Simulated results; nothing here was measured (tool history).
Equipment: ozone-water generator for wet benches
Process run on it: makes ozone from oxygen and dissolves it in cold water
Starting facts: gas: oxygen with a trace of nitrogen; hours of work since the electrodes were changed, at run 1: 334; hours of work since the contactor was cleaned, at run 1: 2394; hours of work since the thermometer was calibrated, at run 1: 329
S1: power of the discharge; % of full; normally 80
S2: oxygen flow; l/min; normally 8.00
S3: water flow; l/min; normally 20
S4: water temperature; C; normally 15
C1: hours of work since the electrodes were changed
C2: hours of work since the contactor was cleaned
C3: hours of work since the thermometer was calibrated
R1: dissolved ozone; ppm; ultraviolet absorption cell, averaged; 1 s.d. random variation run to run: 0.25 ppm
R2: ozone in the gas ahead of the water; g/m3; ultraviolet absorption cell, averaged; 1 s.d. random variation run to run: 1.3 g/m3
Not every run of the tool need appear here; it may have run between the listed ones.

run	day	S1	S2	S3	S4	C1	C2	C3	R1	R2
1	0.000	80	8.00	20	15	334	2394	329	35.3	245.8
2	2.188	80	8.00	20	15	373	2433	369	35.5	246.1
3	6.946	80	8.00	20	15	459	2519	454	35.0	245.5
4	9.754	80	8.00	20	15	510	2570	505	35.0	245.0
5	12.588	80	8.00	20	15	561	2621	556	34.8	243.4
6	15.683	80	8.00	31	15	616	2677	612	26.0	243.8
7	17.733	80	8.00	20	15	653	2714	649	34.9	244.6
8	20.304	94	8.00	20	15	700	2760	695	39.3	273.7
9	24.762	94	6.71	20	15	780	2841	776	40.0	307.1
10	29.121	94	6.71	20	15	859	2919	855	39.7	304.6
11	31.317	94	6.71	20	15	899	2959	894	39.8	303.4
12	35.046	80	8.00	20	15	966	3026	961	34.4	238.7
13	38.562	80	8.00	20	15	1029	3090	1025	34.0	240.8
14	41.512	80	8.00	20	15	1082	3143	1078	33.8	237.5
15	44.233	80	8.00	20	15	1132	3192	1127	33.9	238.4
16	47.542	80	8.00	20	15	1191	3252	1187	33.8	239.0
17	51.296	82	8.00	22	15	1259	3319	1255	31.8	241.9
18	53.538	82	8.00	22	15	1299	3360	1295	31.8	242.2
19	56.212	83	9.36	17	15	1348	3408	1343	36.2	218.0
20	58.804	52	9.31	17	15	1395	3455	1390	25.8	154.8
21	62.592	52	9.31	17	15	1463	3523	1458	25.5	154.2
# day 67.479: contactor cleaned
22	67.479	52	9.31	17	15	1548	0	1544	26.9	153.2
23	70.675	52	9.31	17	15	1606	58	1601	26.6	153.4
24	73.883	52	4.23	17	7	1664	116	1659	34.1	256.6
25	78.017	47	8.00	24	15	1738	190	1734	20.8	158.0
26	80.688	72	7.44	20	18	1786	238	1782	30.7	222.3
27	85.271	47	5.18	20	18	1869	321	1865	23.7	206.0
28	89.608	55	9.43	22	15	1947	399	1943	23.9	156.5
29	91.917	65	9.34	14	7	1989	441	1984	40.0	178.1
30	94.546	62	11.27	20	15	2036	488	2032	26.3	152.8
31	97.321	62	11.27	20	15	2086	538	2082	26.0	151.2
32	102.121	89	12.00	16	15	2173	625	2169	36.4	186.2

What if the next run were any one of these 3? Each begins from the tool's condition after run 32:
A	105.967	50	12.58	16	17	2242	694	2238	?	?
B	105.967	49	6.59	12	15	2242	694	2238	?	?
C	105.967	89	5.82	16	15	2242	694	2238	?	?

run	R1	R2
A	22.8	119.3
B	32.6	180.1
C	43.3	298.3
What these runs would have given with no unlogged condition in the tool:
run	R1	R2
A	24.7	127.6
B	35.3	192.4
C	48.8	331.5
